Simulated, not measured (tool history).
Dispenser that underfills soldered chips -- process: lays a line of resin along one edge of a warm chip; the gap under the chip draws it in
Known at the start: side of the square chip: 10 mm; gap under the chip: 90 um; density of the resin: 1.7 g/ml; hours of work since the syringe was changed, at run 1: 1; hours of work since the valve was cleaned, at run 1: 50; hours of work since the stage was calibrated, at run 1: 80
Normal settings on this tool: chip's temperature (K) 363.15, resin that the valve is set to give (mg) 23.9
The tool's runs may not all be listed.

run	day	chip's temperature (K)	resin that the valve is set to give (mg)	hours of work since the syringe was changed	hours of work since the valve was cleaned	hours of work since the stage was calibrated	time until the resin shows at the far edge (s)	resin that the valve gave (mg)
1	0.000	363.15	23.9	1	50	80	79.2	22.76
2	0.125	363.15	23.9	3	52	82	89.9	22.83
3	0.317	363.15	27.7	6	55	85	105.8	26.29
# day 0.392: new syringe of resin
4	0.617	363.15	27.7	3	60	90	91.5	26.35
# day 0.883: new syringe of resin
5	0.921	363.15	27.7	1	64	94	75.4	26.28
# day 1.192: dispensing valve cleaned and set on the balance
6	1.250	363.15	25.6	5	1	99	99.1	25.66
# day 1.417: new syringe of resin
7	1.438	363.15	23.9	0	4	101	75.1	23.69
8	1.704	363.15	23.9	5	8	105	94.9	23.80
9	1.867	362.15	23.9	7	10	108	116.7	23.91
# day 1.904: new syringe of resin
10	2.112	362.15	23.0	3	14	112	91.5	22.83
11	2.275	362.15	23.0	6	17	114	105.1	22.71
# day 2.388: new syringe of resin
12	2.562	363.15	23.9	3	21	118	86.2	23.52
13	2.833	363.15	23.7	7	25	123	105.7	23.31
# day 2.871: new syringe of resin
14	3.071	363.15	23.7	3	29	126	88.6	23.09
# day 3.358: new syringe of resin
15	3.371	366.15	24.7	0	33	131	68.3	24.02
16	3.562	353.15	23.9	3	36	134	120.2	23.11
17	3.725	363.15	24.9	6	39	136	102.4	24.09
# day 3.846: new syringe of resin
18	3.888	370.15	24.1	1	41	139	63.6	23.30
19	4.046	370.15	24.1	3	43	141	72.9	23.32
20	4.221	377.15	25.6	6	46	144	70.8	24.87
# day 4.329: new syringe of resin
21	4.458	375.15	25.4	2	50	147	60.2	24.37
22	4.642	351.15	22.1	5	52	150	142.0	21.15
# day 4.821: new syringe of resin
23	4.925	366.15	22.4	2	57	154	76.4	21.22
24	5.129	375.15	25.5	5	60	158	70.2	24.32
25	5.283	375.15	25.5	7	62	160	80.8	24.31

Predict each of these 3 candidate next runs independently; none follows another, all start after run 25:
# day 5.308: new syringe of resin
A	5.421	359.15	30.8	2	64	162	?	?
# day 5.308: new syringe of resin
B	5.421	371.15	20.5	2	64	162	?	?
# day 5.308: new syringe of resin
C	5.421	359.15	29.9	2	64	162	?	?

run	time until the resin shows at the far edge (s)	resin that the valve gave (mg)
A	92.6	29.46
B	68.1	19.51
C	90.9	28.44
With no hidden state in the tool, these same runs would have given:
run	time until the resin shows at the far edge (s)	resin that the valve gave (mg)
A	81.7	30.99
B	59.4	20.53
C	80.1	29.92
